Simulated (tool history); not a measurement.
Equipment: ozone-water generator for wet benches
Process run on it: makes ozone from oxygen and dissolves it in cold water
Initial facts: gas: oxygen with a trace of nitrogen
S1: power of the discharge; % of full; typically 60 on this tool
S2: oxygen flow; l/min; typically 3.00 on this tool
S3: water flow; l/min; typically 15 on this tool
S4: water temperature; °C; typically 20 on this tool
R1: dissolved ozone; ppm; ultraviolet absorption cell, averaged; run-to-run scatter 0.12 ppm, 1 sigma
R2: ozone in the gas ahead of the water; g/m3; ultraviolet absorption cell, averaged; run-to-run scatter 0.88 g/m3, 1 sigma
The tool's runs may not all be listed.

| run | hour | S1 | S2 | S3 | S4 | R1 | R2 |
|---|---|---|---|---|---|---|---|
| 1 | 0.0 | 60 | 3.00 | 15 | 20 | 10.2 | 141.9 |
| 2 | 60.8 | 60 | 3.00 | 15 | 16 | 10.9 | 140.1 |
| 3 | 199.6 | 60 | 1.72 | 15 | 20 | 8.9 | 179.8 |
| 4 | 264.9 | 60 | 3.00 | 15 | 15 | 10.8 | 139.6 |
| 5 | 336.8 | 60 | 3.00 | 10 | 20 | 14.7 | 139.7 |
| 6 | 442.8 | 60 | 3.00 | 15 | 12 | 11.0 | 139.9 |
| 7 | 568.5 | 60 | 3.00 | 15 | 20 | 10.1 | 137.9 |
| 8 | 627.8 | 60 | 3.00 | 15 | 20 | 10.0 | 138.8 |
|  | 637.2 | water thermometer calibrated |
| 9 | 734.5 | 60 | 3.00 | 15 | 20 | 10.1 | 140.0 |
| 10 | 881.0 | 60 | 3.00 | 15 | 20 | 9.9 | 139.2 |
| 11 | 1018.4 | 60 | 2.96 | 15 | 20 | 10.1 | 140.9 |
| 12 | 1157.4 | 60 | 2.96 | 15 | 20 | 9.9 | 139.1 |
| 13 | 1299.5 | 60 | 2.96 | 15 | 20 | 10.0 | 138.6 |
| 14 | 1419.8 | 52 | 3.00 | 15 | 13 | 9.5 | 122.0 |
| 15 | 1505.0 | 45 | 3.00 | 15 | 19 | 7.8 | 108.4 |

What if the next run were any one of these 5? Each begins from the tool's condition after run 15:
| A | 1591.9 | 60 | 3.00 | 15 | 18 | ? | ? |
| B | 1591.9 | 60 | 3.00 | 12 | 20 | ? | ? |
| C | 1591.9 | 60 | 1.96 | 15 | 19 | ? | ? |
| D | 1591.9 | 45 | 4.61 | 17 | 13 | ? | ? |
| E | 1591.9 | 97 | 3.00 | 15 | 21 | ? | ? |

| run | R1 | R2 |
|---|---|---|
| A | 10.2 | 138.2 |
| B | 12.3 | 138.4 |
| C | 9.2 | 165.6 |
| D | 8.0 | 90.5 |
| E | 14.4 | 204.4 |
The same runs, with their run-to-run variation unchanged, on a tool lacking any hidden condition would have given:
| run | R1 | R2 |
|---|---|---|
| A | 11.3 | 145.0 |
| B | 13.5 | 145.3 |
| C | 10.1 | 173.9 |
| D | 8.8 | 93.7 |
| E | 16.3 | 219.7 |
